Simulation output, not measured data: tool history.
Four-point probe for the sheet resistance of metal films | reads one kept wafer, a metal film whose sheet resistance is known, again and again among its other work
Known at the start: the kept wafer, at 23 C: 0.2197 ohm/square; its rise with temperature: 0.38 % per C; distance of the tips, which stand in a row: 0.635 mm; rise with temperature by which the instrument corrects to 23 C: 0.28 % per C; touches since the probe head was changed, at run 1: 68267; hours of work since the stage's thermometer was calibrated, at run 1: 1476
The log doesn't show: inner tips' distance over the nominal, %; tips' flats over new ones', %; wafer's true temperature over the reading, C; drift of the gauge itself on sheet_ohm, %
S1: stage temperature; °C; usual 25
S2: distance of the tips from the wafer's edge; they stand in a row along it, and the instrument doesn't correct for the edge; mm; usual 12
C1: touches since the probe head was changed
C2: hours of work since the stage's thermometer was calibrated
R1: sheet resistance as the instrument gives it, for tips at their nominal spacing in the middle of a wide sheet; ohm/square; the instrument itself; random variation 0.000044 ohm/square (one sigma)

run	hour	S1	S2	C1	C2	R1
1	0	25	12	68267	1476	0.221847
2	45.3	24	12	69606	1499	0.221707
3	124.2	25	12	71939	1539	0.221942
4	191.4	25	12	73923	1573	0.221979
5	244.3	21	12	75487	1600	0.2213
6	321.1	35	12	77755	1640	0.224106
7	385.4	35	12	79657	1672	0.224204
8	462.3	35	12	81930	1712	0.224169
9	518.6	35	32	83592	1740	0.223917
10	571.1	35	32	85145	1767	0.223901
11	611	35	32	86322	1787	0.223972
12	670.4	35	32	88080	1818	0.223921
13	708.3	35	32	89199	1837	0.224055
14	751.2	35	32	90465	1859	0.223973
15	818	35	32	92440	1893	0.224135
16	894.1	25	12	94690	1932	0.222473
# hour 907: stage's thermometer calibrated
17	932.3	25	12	95802	13	0.221995
18	982.4	31	12	97285	38	0.223421
19	1062.4	25	12	99649	79	0.222133
20	1102.3	25	12	100828	100	0.22219
21	1167.7	25	12	102761	133	0.222271
22	1220.5	31	12	104319	160	0.223478
23	1261.9	19	12	105545	181	0.221057
24	1342.1	32	37	107914	222	0.223363
25	1424.2	21	51	110341	264	0.221223
26	1485.8	21	51	112161	295	0.221267
27	1526.6	22	7	113366	316	0.2225
28	1581.1	22	7	114977	344	0.222481
29	1636	22	7	116600	372	0.222533
30	1680.2	22	7	117906	394	0.222485
31	1719.2	18	63	119058	414	0.220765
32	1770.2	21	12	120565	440	0.221642

Run 33 comes next. What will it give?
33	1845	21	3	122775	478	?

{"run 33": {"R1": 0.226742}}
Without the tool's hidden state the same run would have given R1 0.224544 ohm/square.
